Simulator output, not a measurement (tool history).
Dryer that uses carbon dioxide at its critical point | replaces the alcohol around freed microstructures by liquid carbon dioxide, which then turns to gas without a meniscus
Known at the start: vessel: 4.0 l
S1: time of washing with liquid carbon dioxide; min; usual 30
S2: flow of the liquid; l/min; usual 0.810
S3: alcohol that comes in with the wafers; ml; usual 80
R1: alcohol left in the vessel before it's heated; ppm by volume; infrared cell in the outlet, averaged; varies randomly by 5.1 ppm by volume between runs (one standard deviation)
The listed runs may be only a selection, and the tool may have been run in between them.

run,hour,S1,S2,S3,R1
1,0.0,30,0.810,80,265
2,56.6,30,0.810,80,275
3,110.9,30,0.810,80,287
4,140.5,30,0.810,80,280
5,175.5,30,0.810,80,290
6,207.6,22,0.810,80,537
7,234.7,18,0.810,80,837
8,277.0,30,0.489,80,962
9,323.1,30,0.934,80,269
10,349.1,30,0.810,80,318
11,377.3,30,0.517,80,858
12,413.5,30,0.810,28,282
13,443.0,30,0.810,42,297
14,490.7,30,0.810,42,301
15,541.2,30,0.810,42,298
# hour 576.6: purifier's bed changed
16,603.0,30,0.810,80,89
17,633.1,30,0.810,80,90
18,681.5,30,0.810,80,99
19,734.2,30,0.810,80,115
20,785.2,42,0.810,105,39
21,822.3,34,0.948,36,33
22,867.4,34,0.948,36,39
23,899.1,34,0.948,36,47
24,924.1,34,0.948,36,53
25,979.9,30,0.926,98,102
26,1016.0,30,0.926,98,119
27,1053.6,26,0.861,61,178
# hour 1075.0: inlet filter changed
28,1112.3,26,0.861,61,119
29,1149.6,26,0.861,61,125
30,1197.1,39,0.621,36,97
31,1250.1,39,0.621,36,108
32,1288.7,18,1.145,91,218
33,1323.1,18,1.145,91,238
34,1366.4,18,1.145,91,232
35,1406.3,31,0.810,109,169
36,1432.7,31,0.810,109,172
37,1477.3,38,1.163,25,100
38,1536.7,31,0.842,100,163

Predict each of these 3 candidate next runs independently; none follows another, all start after run 38:
A,1578.9,30,0.810,52,?
B,1578.9,45,0.842,91,?
C,1578.9,22,1.292,80,?

run,R1
A,164
B,107
C,127
Had the tool no hidden state, the same runs would have come out as:
run,R1
A,46
B,2
C,16
